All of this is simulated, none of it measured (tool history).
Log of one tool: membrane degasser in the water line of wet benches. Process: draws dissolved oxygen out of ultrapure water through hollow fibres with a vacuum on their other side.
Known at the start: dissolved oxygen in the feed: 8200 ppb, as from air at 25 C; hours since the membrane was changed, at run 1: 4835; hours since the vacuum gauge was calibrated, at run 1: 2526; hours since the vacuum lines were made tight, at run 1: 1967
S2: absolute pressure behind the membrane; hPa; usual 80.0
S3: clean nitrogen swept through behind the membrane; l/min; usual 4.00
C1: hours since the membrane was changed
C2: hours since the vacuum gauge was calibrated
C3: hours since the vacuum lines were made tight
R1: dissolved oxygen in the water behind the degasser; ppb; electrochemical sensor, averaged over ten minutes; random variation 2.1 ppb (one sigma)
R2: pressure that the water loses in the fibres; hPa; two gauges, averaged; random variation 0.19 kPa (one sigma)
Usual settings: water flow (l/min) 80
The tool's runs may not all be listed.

{"run": 1, "hour": 0.0, "water flow (l/min)": 80, "S2": 80.0, "S3": 4.0, "C1": 4835, "C2": 2526, "C3": 1967, "R1": 258.5, "R2": 410.7}
{"run": 2, "hour": 70.1, "water flow (l/min)": 80, "S2": 80.0, "S3": 4.0, "C1": 4905, "C2": 2596, "C3": 2037, "R1": 258.4, "R2": 409.9}
{"run": 3, "hour": 142.2, "water flow (l/min)": 80, "S2": 80.0, "S3": 4.0, "C1": 4977, "C2": 2668, "C3": 2109, "R1": 251.8, "R2": 411.5}
{"run": 4, "hour": 198.8, "water flow (l/min)": 80, "S2": 80.0, "S3": 5.33, "C1": 5034, "C2": 2725, "C3": 2165, "R1": 212.1, "R2": 412.1}
{"run": 5, "hour": 306.5, "water flow (l/min)": 80, "S2": 80.0, "S3": 5.33, "C1": 5141, "C2": 2833, "C3": 2273, "R1": 209.5, "R2": 414.6}
{"run": 6, "hour": 420.1, "water flow (l/min)": 80, "S2": 80.0, "S3": 4.0, "C1": 5255, "C2": 2946, "C3": 2387, "R1": 255.9, "R2": 413.4}
{"run": 7, "hour": 502.0, "water flow (l/min)": 80, "S2": 80.0, "S3": 4.0, "C1": 5337, "C2": 3028, "C3": 2469, "R1": 258.1, "R2": 412.0}
{"run": 8, "hour": 602.7, "water flow (l/min)": 80, "S2": 80.0, "S3": 4.0, "C1": 5437, "C2": 3129, "C3": 2569, "R1": 259.3, "R2": 412.2}
{"run": 9, "hour": 722.8, "water flow (l/min)": 80, "S2": 80.0, "S3": 4.0, "C1": 5557, "C2": 3249, "C3": 2689, "R1": 262.3, "R2": 413.5}
{"run": 10, "hour": 814.2, "water flow (l/min)": 80, "S2": 80.0, "S3": 4.0, "C1": 5649, "C2": 3340, "C3": 2781, "R1": 255.6, "R2": 410.0}
{"run": 11, "hour": 916.9, "water flow (l/min)": 80, "S2": 80.0, "S3": 4.0, "C1": 5752, "C2": 3443, "C3": 2883, "R1": 257.9, "R2": 410.4}
{"run": 12, "hour": 1006.3, "water flow (l/min)": 80, "S2": 80.0, "S3": 4.0, "C1": 5841, "C2": 3532, "C3": 2973, "R1": 258.0, "R2": 409.6}
{"run": 13, "hour": 1093.2, "water flow (l/min)": 80, "S2": 80.0, "S3": 4.0, "C1": 5928, "C2": 3619, "C3": 3060, "R1": 256.5, "R2": 411.6}
{"run": 14, "hour": 1174.9, "water flow (l/min)": 80, "S2": 80.0, "S3": 4.0, "C1": 6010, "C2": 3701, "C3": 3141, "R1": 258.1, "R2": 413.4}
{"run": 15, "hour": 1308.1, "water flow (l/min)": 80, "S2": 80.0, "S3": 4.0, "C1": 6143, "C2": 3834, "C3": 3275, "R1": 251.6, "R2": 413.1}
{"run": 16, "hour": 1393.1, "water flow (l/min)": 80, "S2": 80.0, "S3": 4.0, "C1": 6228, "C2": 3919, "C3": 3360, "R1": 260.7, "R2": 412.9}
{"run": 17, "hour": 1490.8, "water flow (l/min)": 49, "S2": 80.0, "S3": 4.02, "C1": 6325, "C2": 4017, "C3": 3457, "R1": 139.9, "R2": 252.3}
{"run": 18, "hour": 1599.1, "water flow (l/min)": 49, "S2": 80.0, "S3": 4.02, "C1": 6434, "C2": 4125, "C3": 3566, "R1": 141.2, "R2": 253.9}
{"run": 19, "hour": 1660.9, "water flow (l/min)": 71, "S2": 58.7, "S3": 7.62, "C1": 6496, "C2": 4187, "C3": 3627, "R1": 89.5, "R2": 365.0}
{"run": 20, "hour": 1737.7, "water flow (l/min)": 61, "S2": 80.0, "S3": 4.0, "C1": 6572, "C2": 4264, "C3": 3704, "R1": 180.1, "R2": 316.3}
{"hour": 1745.4, "done": "vacuum gauge calibrated"}
{"run": 21, "hour": 1834.8, "water flow (l/min)": 62, "S2": 80.0, "S3": 7.89, "C1": 6669, "C2": 89, "C3": 3801, "R1": 107.5, "R2": 319.4}
{"run": 22, "hour": 1966.7, "water flow (l/min)": 55, "S2": 79.5, "S3": 1.83, "C1": 6801, "C2": 221, "C3": 3933, "R1": 307.1, "R2": 283.8}
{"run": 23, "hour": 2085.1, "water flow (l/min)": 72, "S2": 80.0, "S3": 4.0, "C1": 6919, "C2": 340, "C3": 4051, "R1": 226.2, "R2": 371.5}
{"run": 24, "hour": 2148.4, "water flow (l/min)": 126, "S2": 161.9, "S3": 6.97, "C1": 6983, "C2": 403, "C3": 4114, "R1": 703.1, "R2": 648.0}
{"run": 25, "hour": 2257.3, "water flow (l/min)": 98, "S2": 56.2, "S3": 8.79, "C1": 7092, "C2": 512, "C3": 4223, "R1": 163.9, "R2": 505.2}
{"run": 26, "hour": 2389.3, "water flow (l/min)": 98, "S2": 56.2, "S3": 8.79, "C1": 7224, "C2": 644, "C3": 4355, "R1": 165.8, "R2": 503.6}
{"hour": 2457.6, "done": "vacuum gauge calibrated, once more"}
{"run": 27, "hour": 2517.1, "water flow (l/min)": 93, "S2": 60.4, "S3": 8.79, "C1": 7351, "C2": 59, "C3": 4483, "R1": 154.6, "R2": 479.3}
{"run": 28, "hour": 2586.8, "water flow (l/min)": 93, "S2": 60.4, "S3": 8.79, "C1": 7420, "C2": 129, "C3": 4552, "R1": 155.5, "R2": 476.7}
{"run": 29, "hour": 2646.1, "water flow (l/min)": 80, "S2": 69.4, "S3": 1.77, "C1": 7480, "C2": 188, "C3": 4612, "R1": 377.0, "R2": 411.0}
{"run": 30, "hour": 2737.7, "water flow (l/min)": 106, "S2": 50.8, "S3": 7.01, "C1": 7571, "C2": 280, "C3": 4703, "R1": 200.2, "R2": 549.8}
{"run": 31, "hour": 2833.5, "water flow (l/min)": 106, "S2": 50.8, "S3": 7.01, "C1": 7667, "C2": 376, "C3": 4799, "R1": 198.8, "R2": 550.8}
{"run": 32, "hour": 2890.8, "water flow (l/min)": 106, "S2": 50.8, "S3": 7.01, "C1": 7724, "C2": 433, "C3": 4856, "R1": 196.9, "R2": 550.6}

The same runs without the tool's hidden state, with the same run-to-run variation:
The hidden state here: membrane still open, %; true pressure behind the membrane over the reading, kPa; air that leaks in behind the membrane, l/min; drift of the gauge itself on oxygen_ppb, %; drift of the gauge itself on loss_of_pressure_kpa, %.
run=1 R1=253.1 R2=406.4
run=2 R1=253.0 R2=405.5
run=3 R1=246.4 R2=407.0
run=4 R1=207.0 R2=407.5
run=5 R1=204.4 R2=409.9
run=6 R1=250.1 R2=408.6
run=7 R1=252.2 R2=407.1
run=8 R1=253.2 R2=407.3
run=9 R1=256.0 R2=408.5
run=10 R1=249.4 R2=404.9
run=11 R1=251.5 R2=405.1
run=12 R1=251.5 R2=404.3
run=13 R1=249.9 R2=406.2
run=14 R1=251.4 R2=407.9
run=15 R1=245.0 R2=407.4
run=16 R1=253.7 R2=407.2
run=17 R1=136.9 R2=248.8
run=18 R1=138.1 R2=250.3
run=19 R1=85.2 R2=359.7
run=20 R1=175.6 R2=311.7
run=21 R1=103.7 R2=314.7
run=22 R1=298.7 R2=279.5
run=23 R1=218.6 R2=365.7
run=24 R1=687.4 R2=638.0
run=25 R1=153.9 R2=497.2
run=26 R1=155.6 R2=495.5
run=27 R1=147.0 R2=471.4
run=28 R1=147.8 R2=468.7
run=29 R1=368.2 R2=404.1
run=30 R1=189.0 R2=540.5
run=31 R1=187.6 R2=541.5
run=32 R1=185.7 R2=541.2
